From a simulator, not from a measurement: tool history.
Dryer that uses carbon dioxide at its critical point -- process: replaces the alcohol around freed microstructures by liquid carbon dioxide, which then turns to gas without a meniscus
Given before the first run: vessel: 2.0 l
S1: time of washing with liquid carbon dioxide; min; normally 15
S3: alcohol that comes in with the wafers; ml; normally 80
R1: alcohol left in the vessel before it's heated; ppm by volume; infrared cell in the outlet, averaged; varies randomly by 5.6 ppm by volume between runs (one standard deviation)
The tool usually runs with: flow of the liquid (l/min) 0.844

Run 1, day 0.000: usual settings. Result: R1 353 ppm by volume.
Run 2, day 0.421: usual settings. Result: R1 368 ppm by volume.
Run 3, day 1.333: usual settings. Result: R1 366 ppm by volume.
Run 4, day 2.112: usual settings but S1 11 min. Result: R1 982 ppm by volume.
Run 5, day 2.804: usual settings but S3 35 ml. Result: R1 267 ppm by volume.
Run 6, day 3.412: usual settings but S3 35 ml. Result: R1 273 ppm by volume.
Run 7, day 4.408: usual settings but S3 35 ml. Result: R1 300 ppm by volume.
Run 8, day 5.338: usual settings but S3 35 ml. Result: R1 303 ppm by volume.
Run 9, day 6.096: usual settings but S3 35 ml. Result: R1 311 ppm by volume.
Run 10, day 7.012: usual settings but S1 11 min, flow of the liquid (l/min) 0.983, S3 60 ml. Result: R1 560 ppm by volume.
Run 11, day 8.017: usual settings but S1 11 min, flow of the liquid (l/min) 0.983, S3 60 ml. Result: R1 564 ppm by volume.
Run 12, day 8.867: usual settings but S1 18 min, flow of the liquid (l/min) 1.374, S3 63 ml. Result: R1 237 ppm by volume.
Run 13, day 9.396: usual settings but S1 18 min, flow of the liquid (l/min) 1.374, S3 63 ml. Result: R1 232 ppm by volume.
Run 14, day 9.821: usual settings but S1 14 min, flow of the liquid (l/min) 1.273. Result: R1 281 ppm by volume.

Alternative continuations, all from the tool just after run 14; predict every row:
Run A, day 10.592: usual settings but flow of the liquid (l/min) 0.674. Result: R1 ?.
Run B, day 10.592: usual settings but S1 16 min, flow of the liquid (l/min) 1.273, S3 31 ml. Result: R1 ?.
Run C, day 10.592: usual settings but flow of the liquid (l/min) 0.674, S3 110 ml. Result: R1 ?.
Run D, day 10.592: usual settings but S1 14 min, flow of the liquid (l/min) 1.109, S3 24 ml. Result: R1 ?.
Run E, day 10.592: usual settings but S1 14 min, flow of the liquid (l/min) 1.304. Result: R1 ?.

run    R1
  A   850
  B   248
  C  1044
  D   272
  E   273
With no hidden state in the tool, these same runs would have given:
run   R1
  A  489
  B    5
  C  656
  D   22
  E   22
